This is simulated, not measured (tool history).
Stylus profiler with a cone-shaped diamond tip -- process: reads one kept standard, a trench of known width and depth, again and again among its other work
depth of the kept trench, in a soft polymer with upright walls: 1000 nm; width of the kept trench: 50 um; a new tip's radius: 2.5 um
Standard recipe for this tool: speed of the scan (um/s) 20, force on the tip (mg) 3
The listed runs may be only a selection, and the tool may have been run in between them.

run	day	speed of the scan (um/s)	force on the tip (mg)	depth of the trench (nm)	width of the trench's floor (nm)
1	0	20	3	1008.65	45890
2	2.642	20	3	1008.87	45900
3	4.1	20	3	1008.89	45910
4	5.512	20	3	1008.78	45950
5	8.096	20	8.33	1017.21	45960
6	10.838	20	8.33	1017.41	45950
7	13.588	20	8.33	1017.27	45900
8	15.3	20	8.33	1017.13	45970
9	17.042	20	8.33	1017.17	45930
10	18.592	20	8.33	1017.29	45970
11	19.896	20	8.33	1017.54	45930
12	22.279	20	8.33	1017.35	45920
13	24.546	20	8.33	1016.69	45950
14	26.221	20	8.33	1017.26	45940
15	28.879	20	8.33	1016.97	45910
16	30.208	20	8.33	1017.63	45920
17	32.796	29	8.33	1017.38	45940
18	34.283	20	3	1008.45	45900
19	36.454	20	3	1008.58	45890
20	38.3	20	3	1008.87	45890
21	40.308	20	3	1008.98	45910
22	42.925	17	3	1008.57	45880
23	45.433	17	1.38	1005.38	45870
24	48.054	17	1.38	1005.35	45880
25	50.054	24	2.06	1007.23	45880
26	51.279	7	6.4	1014.67	45960
27	53.746	22	1.48	1004.96	45830
28	55.546	22	1.48	1005.19	45830
29	57.817	22	1.48	1005.92	45830
30	59.367	28	3.26	1009.15	45880
31	61.188	20	1.52	1005.4	45840
32	62.642	6	2.79	1008.49	45930
33	64.733	10	2.14	1006.89	45950
34	66.467	20	3.05	1009.18	45910
35	68.542	63	5.29	1012.86	45810
# day 69.338: height scale calibrated on a step standard
36	70.275	10	2.47	1007.66	45910
37	71.383	7	3.2	1009.16	45930
38	73.254	7	3.2	1008.64	45900
39	74.896	26	1.58	1005.78	45840
40	76.767	10	1.64	1006.17	45870
41	77.946	13	4.88	1012	45910
42	79.962	32	1.79	1006.64	45790
43	81.821	32	1.79	1006.42	45740
44	83.754	32	1.79	1005.91	45740
45	84.942	6	1.5	1005.39	45990
46	87.533	20	1.99	1006.4	45910
47	89.104	8	2.63	1008.04	45950

How would selected steps in width of the trench's floor (nm) from run to run divide? Give the signed amount a tool lacking its hidden state would still show from settings, what came in and random variation, and the signed amount left for the hidden state, including any gauge scatter that is not in both of the compared results.
Unlogged tool condition in this case: radius of the tip, um; height scale over the true one, %; drift of the gauge itself on depth_nm, %; drift of the gauge itself on floor_um, %.
Run 8 -> 9: settings left as they were, no log entry in between. width of the trench's floor (nm) -40: hidden state -10, all else -30.
Run 9 -> 10: settings left as they were, no log entry in between. width of the trench's floor (nm) +40: hidden state +10, all else +30.
Run 12 -> 13: settings left as they were, no log entry in between. width of the trench's floor (nm) +30: hidden state -10, all else +40.
Run 26 -> 27: speed of the scan (um/s) 7 -> 22, force on the tip (mg) 6.4 -> 1.48. width of the trench's floor (nm) -130: hidden state +0, all else -130.
Run 41 -> 42: speed of the scan (um/s) 13 -> 32, force on the tip (mg) 4.88 -> 1.79. width of the trench's floor (nm) -120: hidden state +0, all else -120.
Run 44 -> 45: speed of the scan (um/s) 32 -> 6, force on the tip (mg) 1.79 -> 1.5. width of the trench's floor (nm) +250: hidden state +0, all else +250.

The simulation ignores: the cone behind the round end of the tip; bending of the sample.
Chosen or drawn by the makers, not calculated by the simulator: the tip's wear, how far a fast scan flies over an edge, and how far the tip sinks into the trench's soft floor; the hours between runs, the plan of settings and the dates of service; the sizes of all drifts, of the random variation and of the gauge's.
